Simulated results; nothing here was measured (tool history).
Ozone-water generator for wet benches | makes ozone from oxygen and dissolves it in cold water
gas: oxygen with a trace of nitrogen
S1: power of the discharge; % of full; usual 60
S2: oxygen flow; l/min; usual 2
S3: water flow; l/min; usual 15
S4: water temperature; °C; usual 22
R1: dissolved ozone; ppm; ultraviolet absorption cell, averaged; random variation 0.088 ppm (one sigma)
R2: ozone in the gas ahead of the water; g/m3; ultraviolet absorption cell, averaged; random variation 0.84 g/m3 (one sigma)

Run 1, hour 0: usual settings. Result: R1 11.86 ppm, R2 162 g/m3.
Run 2, hour 56.3: usual settings. Result: R1 11.65 ppm, R2 161 g/m3.
Run 3, hour 123.3: usual settings. Result: R1 11.82 ppm, R2 163.2 g/m3.
Run 4, hour 216.2: usual settings but S4 16 °C. Result: R1 12.51 ppm, R2 162.7 g/m3.
Run 5, hour 309.1: usual settings but S1 87 % of full, S4 16 °C. Result: R1 15.61 ppm, R2 203.2 g/m3.
Run 6, hour 387.9: usual settings but S3 23 l/min. Result: R1 7.98 ppm, R2 164.4 g/m3.
Run 7, hour 438: usual settings but S3 23 l/min. Result: R1 8.07 ppm, R2 164.4 g/m3.
Run 8, hour 534.7: usual settings. Result: R1 11.78 ppm, R2 163 g/m3.
Run 9, hour 624.9: usual settings but S1 90 % of full. Result: R1 14.98 ppm, R2 209.1 g/m3.
Run 10, hour 742.3: usual settings but S1 90 % of full. Result: R1 15.01 ppm, R2 209.6 g/m3.
Run 11, hour 830.3: usual settings but S1 43 % of full. Result: R1 9.6 ppm, R2 135.6 g/m3.
Run 12, hour 927.9: usual settings but S1 43 % of full. Result: R1 9.7 ppm, R2 135 g/m3.
Run 13, hour 1000.6: usual settings. Result: R1 11.92 ppm, R2 164.3 g/m3.
Run 14, hour 1059.9: usual settings but S3 17 l/min. Result: R1 10.6 ppm, R2 166.9 g/m3.
Run 15, hour 1122.4: usual settings but S3 16 l/min. Result: R1 11.23 ppm, R2 167.6 g/m3.
Run 16, hour 1184.3: usual settings but S3 16 l/min. Result: R1 11.1 ppm, R2 166.1 g/m3.
At hour 1280.2: gauge calibrated.
Run 17, hour 1281.1: usual settings but S1 82 % of full, S3 16 l/min. Result: R1 13.41 ppm, R2 195.4 g/m3.
Run 18, hour 1353.2: usual settings but S1 90 % of full, S3 18 l/min, S4 29 °C. Result: R1 11.86 ppm, R2 205.5 g/m3.
Run 19, hour 1423.6: usual settings but S2 3.05 l/min. Result: R1 12.26 ppm, R2 129.9 g/m3.
Run 20, hour 1506.5: usual settings but S1 61 % of full, S2 1.36 l/min, S3 13 l/min. Result: R1 12.69 ppm, R2 201.3 g/m3.
Run 21, hour 1568.7: usual settings but S1 61 % of full, S2 1.36 l/min, S3 13 l/min. Result: R1 12.46 ppm, R2 203.5 g/m3.
Run 22, hour 1684: usual settings but S1 89 % of full, S2 1.57 l/min, S3 13 l/min, S4 25 °C. Result: R1 15.66 ppm, R2 238 g/m3.
Run 23, hour 1769.5: usual settings but S1 79 % of full, S2 1.57 l/min, S3 13 l/min, S4 21 °C. Result: R1 15.4 ppm, R2 217.6 g/m3.
Run 24, hour 1850.5: usual settings but S1 88 % of full, S4 25 °C. Result: R1 14.48 ppm, R2 206.2 g/m3.
Run 25, hour 1946.4: usual settings but S1 88 % of full, S4 25 °C. Result: R1 14.42 ppm, R2 207 g/m3.
Run 26, hour 2044.7: usual settings but S1 88 % of full, S4 25 °C. Result: R1 14.36 ppm, R2 206.8 g/m3.
Run 27, hour 2139.7: usual settings but S1 88 % of full, S2 1.24 l/min, S3 23 l/min, S4 17 °C. Result: R1 9.13 ppm, R2 267.7 g/m3.
Run 28, hour 2259.1: usual settings but S1 88 % of full, S2 1.24 l/min, S3 23 l/min, S4 17 °C. Result: R1 9.14 ppm, R2 268.8 g/m3.
Run 29, hour 2367.9: usual settings but S1 85 % of full, S2 1.42 l/min, S3 12 l/min, S4 24 °C. Result: R1 16.41 ppm, R2 246.9 g/m3.
Run 30, hour 2450.6: usual settings but S1 85 % of full, S2 1.42 l/min, S3 12 l/min, S4 24 °C. Result: R1 16.33 ppm, R2 245.7 g/m3.
Run 31, hour 2536.4: usual settings but S1 91 % of full, S2 2.84 l/min, S3 19 l/min, S4 18 °C. Result: R1 13.43 ppm, R2 178 g/m3.
Run 32, hour 2635.8: usual settings but S1 65 % of full, S2 2.84 l/min, S3 19 l/min, S4 25 °C. Result: R1 10.3 ppm, R2 144.5 g/m3.

The same runs without the tool's hidden state, with the same run-to-run variation:
The hidden state here: yield of the discharge, % of new electrodes'; contactor's efficiency, % of a clean one's; true water temperature over the reading, C; drift of the gauge itself on ozone_ppm, %; drift of the gauge itself on gas_g_m3, %.
run     R2
  1  162.1
  2  160.8
  3  162.8
  4    162
  5    202
  6  163.2
  7    163
  8  161.2
  9  206.5
 10  206.5
 11  133.3
 12  132.5
 13  160.9
 14  163.4
 15  163.8
 16  162.1
 17  195.6
 18  205.4
 19  129.6
 20  200.5
 21  202.5
 22  236.2
 23  215.6
 24    204
 25  204.4
 26  203.8
 27  263.2
 28  263.7
 29  241.6
 30  240.1
 31  173.6
 32  140.6
R1: within 0.04 ppm of the measured result in every run.
